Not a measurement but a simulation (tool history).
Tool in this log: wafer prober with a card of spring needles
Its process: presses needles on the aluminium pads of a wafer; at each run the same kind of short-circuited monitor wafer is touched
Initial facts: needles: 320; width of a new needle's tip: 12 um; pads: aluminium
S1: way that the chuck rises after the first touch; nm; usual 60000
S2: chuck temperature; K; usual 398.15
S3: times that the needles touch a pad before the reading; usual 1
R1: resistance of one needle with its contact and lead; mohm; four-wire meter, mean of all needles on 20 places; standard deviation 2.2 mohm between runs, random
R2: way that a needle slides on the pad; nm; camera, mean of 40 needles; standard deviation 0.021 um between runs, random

run	hour	S1	S2	S3	R1	R2
1	0	60000	398.15	1	261	12530
# hour 15.3: tips cleaned on abrasive film
2	26.4	60000	398.15	1	271	12480
# hour 35.9: tips cleaned on abrasive film
3	48.7	60000	398.15	1	270	12450
# hour 57: tips cleaned on abrasive film
# hour 78.6: tips cleaned on abrasive film
4	93.9	60000	398.15	1	274	12380
# hour 99.6: tips cleaned on abrasive film
# hour 113.2: height of the first contact set anew
# hour 119.8: tips cleaned on abrasive film
5	125.4	60000	398.15	1	264	12810
# hour 141.4: tips cleaned on abrasive film
6	159.8	48000	338.15	2	260	10240
# hour 163.2: tips cleaned on abrasive film
# hour 183.3: tips cleaned on abrasive film
7	190.3	48000	338.15	2	252	10160
# hour 206: tips cleaned on abrasive film
# hour 229.6: tips cleaned on abrasive film
8	239.9	60000	398.15	2	259	12680
# hour 250.4: tips cleaned on abrasive film
9	265.9	41000	349.15	1	307	8570
# hour 272.3: tips cleaned on abrasive film
10	289.9	71000	349.15	2	247	14970

Below are 4 alternative next runs, each starting from the tool's condition after run 10. Predict each:
# hour 292.8: tips cleaned on abrasive film
# hour 313.3: tips cleaned on abrasive film
A	322.1	50000	398.15	3	?	?
# hour 292.8: tips cleaned on abrasive film
# hour 313.3: tips cleaned on abrasive film
B	322.1	67000	302.15	1	?	?
# hour 292.8: tips cleaned on abrasive film
# hour 313.3: tips cleaned on abrasive film
C	322.1	45000	398.15	1	?	?
# hour 292.8: tips cleaned on abrasive film
# hour 313.3: tips cleaned on abrasive film
D	322.1	68000	303.15	2	?	?

run	R1	R2
A	263	10420
B	245	14020
C	294	9370
D	236	14290
With the hidden condition removed and each run's random variation left untouched, the same runs would have given:
run	R1	R2
A	248	10670
B	218	14270
C	250	9620
D	220	14540
